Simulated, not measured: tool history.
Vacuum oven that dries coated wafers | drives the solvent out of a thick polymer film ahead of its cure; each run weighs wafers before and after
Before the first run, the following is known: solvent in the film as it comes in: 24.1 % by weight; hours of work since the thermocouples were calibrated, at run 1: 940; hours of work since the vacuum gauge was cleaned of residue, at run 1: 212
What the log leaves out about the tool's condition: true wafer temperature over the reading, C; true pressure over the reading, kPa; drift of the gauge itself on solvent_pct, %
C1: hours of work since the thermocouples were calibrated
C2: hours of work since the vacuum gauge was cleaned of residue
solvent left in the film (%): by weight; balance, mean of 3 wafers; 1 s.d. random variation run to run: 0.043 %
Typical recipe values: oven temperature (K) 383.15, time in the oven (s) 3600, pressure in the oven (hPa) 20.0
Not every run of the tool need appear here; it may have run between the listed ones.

Run 1, hour 0.0: usual settings; C1 940; C2 212. Result: solvent left in the film (%) 3.41.
Run 2, hour 93.7: usual settings; C1 983; C2 254. Result: solvent left in the film (%) 3.33.
Run 3, hour 192.7: usual settings; C1 1027; C2 299. Result: solvent left in the film (%) 3.44.
Run 4, hour 246.2: usual settings but time in the oven (s) 2280; C1 1052; C2 323. Result: solvent left in the film (%) 6.03.
Run 5, hour 353.8: usual settings but time in the oven (s) 2280; C1 1100; C2 371. Result: solvent left in the film (%) 6.03.
Run 6, hour 454.8: usual settings but time in the oven (s) 2280; C1 1146; C2 417. Result: solvent left in the film (%) 5.99.
Run 7, hour 506.2: usual settings but time in the oven (s) 2280; C1 1169; C2 440. Result: solvent left in the film (%) 6.19.
Run 8, hour 552.6: usual settings; C1 1190; C2 461. Result: solvent left in the film (%) 3.44.
Run 9, hour 606.9: usual settings but time in the oven (s) 3660; C1 1215; C2 486. Result: solvent left in the film (%) 3.27.
Run 10, hour 696.5: usual settings but time in the oven (s) 3660; C1 1255; C2 526. Result: solvent left in the film (%) 3.30.
Run 11, hour 752.6: usual settings but pressure in the oven (hPa) 25.2; C1 1280; C2 551. Result: solvent left in the film (%) 3.61.
Run 12, hour 815.0: usual settings but pressure in the oven (hPa) 47.1; C1 1308; C2 580. Result: solvent left in the film (%) 4.84.
Run 13, hour 878.7: usual settings but oven temperature (K) 368.15, pressure in the oven (hPa) 47.1; C1 1337; C2 608. Result: solvent left in the film (%) 11.11.
Run 14, hour 984.2: usual settings but oven temperature (K) 390.15, pressure in the oven (hPa) 47.1; C1 1385; C2 656. Result: solvent left in the film (%) 2.95.
Run 15, hour 1034.5: usual settings but oven temperature (K) 390.15, pressure in the oven (hPa) 47.1; C1 1408; C2 679. Result: solvent left in the film (%) 2.90.
Run 16, hour 1126.1: usual settings but oven temperature (K) 390.15, pressure in the oven (hPa) 47.1; C1 1449; C2 720. Result: solvent left in the film (%) 2.90.
Run 17, hour 1216.6: usual settings but oven temperature (K) 390.15, pressure in the oven (hPa) 47.1; C1 1490; C2 761. Result: solvent left in the film (%) 2.96.
Run 18, hour 1321.6: usual settings but time in the oven (s) 6120; C1 1537; C2 808. Result: solvent left in the film (%) 1.75.
Run 19, hour 1367.4: usual settings; C1 1558; C2 829. Result: solvent left in the film (%) 3.44.
Run 20, hour 1448.5: usual settings; C1 1595; C2 866. Result: solvent left in the film (%) 3.40.
Run 21, hour 1531.2: usual settings; C1 1632; C2 903. Result: solvent left in the film (%) 3.37.
Run 22, hour 1619.4: usual settings; C1 1672; C2 943. Result: solvent left in the film (%) 3.36.
Run 23, hour 1708.4: usual settings; C1 1712; C2 983. Result: solvent left in the film (%) 3.35.
Run 24, hour 1790.6: usual settings; C1 1749; C2 1020. Result: solvent left in the film (%) 3.34.
At hour 1870.5: oven's thermocouples calibrated.
Run 25, hour 1888.4: usual settings; C1 8; C2 1064. Result: solvent left in the film (%) 3.42.
Run 26, hour 1971.2: usual settings; C1 45; C2 1101. Result: solvent left in the film (%) 3.39.
Run 27, hour 2057.5: usual settings but time in the oven (s) 5520, pressure in the oven (hPa) 13.7; C1 84; C2 1140. Result: solvent left in the film (%) 1.50.
Run 28, hour 2167.7: usual settings but time in the oven (s) 5520, pressure in the oven (hPa) 13.7; C1 134; C2 1190. Result: solvent left in the film (%) 1.54.
Run 29, hour 2234.6: usual settings but time in the oven (s) 5520, pressure in the oven (hPa) 15.3; C1 164; C2 1220. Result: solvent left in the film (%) 1.61.
At hour 2288.2: vacuum gauge cleaned of residue and calibrated.
Run 30, hour 2290.7: usual settings but oven temperature (K) 369.15, time in the oven (s) 2400; C1 189; C2 1. Result: solvent left in the film (%) 11.31.
Run 31, hour 2379.8: usual settings but oven temperature (K) 369.15, time in the oven (s) 2400; C1 229; C2 41. Result: solvent left in the film (%) 11.37.
Run 32, hour 2466.7: usual settings but oven temperature (K) 378.15, pressure in the oven (hPa) 31.7; C1 269; C2 81. Result: solvent left in the film (%) 5.81.
Run 33, hour 2513.3: usual settings but pressure in the oven (hPa) 11.5; C1 290; C2 102. Result: solvent left in the film (%) 2.91.
Run 34, hour 2590.1: usual settings but oven temperature (K) 372.15, time in the oven (s) 3300, pressure in the oven (hPa) 38.8; C1 324; C2 136. Result: solvent left in the film (%) 9.16.
Run 35, hour 2635.6: usual settings but oven temperature (K) 372.15, time in the oven (s) 3300, pressure in the oven (hPa) 38.8; C1 345; C2 157. Result: solvent left in the film (%) 9.23.
Run 36, hour 2686.0: usual settings but oven temperature (K) 372.15, time in the oven (s) 3300, pressure in the oven (hPa) 38.8; C1 368; C2 180. Result: solvent left in the film (%) 9.24.
Run 37, hour 2772.0: usual settings but oven temperature (K) 372.15, time in the oven (s) 3300, pressure in the oven (hPa) 38.8; C1 406; C2 219. Result: solvent left in the film (%) 9.37.
Run 38, hour 2822.1: usual settings but oven temperature (K) 372.15, time in the oven (s) 3300, pressure in the oven (hPa) 24.6; C1 429; C2 241. Result: solvent left in the film (%) 8.37.
Run 39, hour 2913.4: usual settings but oven temperature (K) 392.15, pressure in the oven (hPa) 70.3; C1 470; C2 282. Result: solvent left in the film (%) 3.58.
Run 40, hour 2981.8: usual settings but oven temperature (K) 388.15, time in the oven (s) 2820; C1 501; C2 313. Result: solvent left in the film (%) 3.07.
Run 41, hour 3034.5: usual settings but oven temperature (K) 386.15, time in the oven (s) 4980, pressure in the oven (hPa) 11.3; C1 525; C2 337. Result: solvent left in the film (%) 1.23.
Run 42, hour 3120.9: usual settings but oven temperature (K) 371.15, time in the oven (s) 3480, pressure in the oven (hPa) 37.3; C1 564; C2 376. Result: solvent left in the film (%) 9.40.
Run 43, hour 3182.0: usual settings but oven temperature (K) 371.15, time in the oven (s) 4380, pressure in the oven (hPa) 66.2; C1 592; C2 404. Result: solvent left in the film (%) 9.79.
Run 44, hour 3248.2: usual settings but pressure in the oven (hPa) 37.1; C1 622; C2 434. Result: solvent left in the film (%) 4.32.
Run 45, hour 3309.4: usual settings but time in the oven (s) 1800, pressure in the oven (hPa) 79.1; C1 649; C2 461. Result: solvent left in the film (%) 10.09.
Run 46, hour 3369.3: usual settings but oven temperature (K) 391.15, time in the oven (s) 2340, pressure in the oven (hPa) 22.2; C1 676; C2 488. Result: solvent left in the film (%) 3.18.
Run 47, hour 3476.6: usual settings but oven temperature (K) 370.15, time in the oven (s) 2400, pressure in the oven (hPa) 74.3; C1 725; C2 537. Result: solvent left in the film (%) 14.04.

Each row is a separate what-if for the run after 47, all from the same tool condition, not one after another. Results?
Run A, hour 3579.2: usual settings but time in the oven (s) 2700, pressure in the oven (hPa) 14.0; C1 771; C2 583. Result: solvent left in the film (%) ?.
Run B, hour 3579.2: usual settings but oven temperature (K) 370.15, time in the oven (s) 5580, pressure in the oven (hPa) 57.6; C1 771; C2 583. Result: solvent left in the film (%) ?.
Run C, hour 3579.2: usual settings but pressure in the oven (hPa) 25.9; C1 771; C2 583. Result: solvent left in the film (%) ?.
Run D, hour 3579.2: usual settings but oven temperature (K) 370.15, time in the oven (s) 2400, pressure in the oven (hPa) 19.5; C1 771; C2 583. Result: solvent left in the film (%) ?.

run  solvent left in the film (%)
  A                          4.69
  B                          8.49
  C                          3.70
  D                         10.92
Take away the tool's hidden state, keep each run's random variation, and the runs would have read:
run  solvent left in the film (%)
  A                          4.69
  B                          8.49
  C                          3.70
  D                         10.92

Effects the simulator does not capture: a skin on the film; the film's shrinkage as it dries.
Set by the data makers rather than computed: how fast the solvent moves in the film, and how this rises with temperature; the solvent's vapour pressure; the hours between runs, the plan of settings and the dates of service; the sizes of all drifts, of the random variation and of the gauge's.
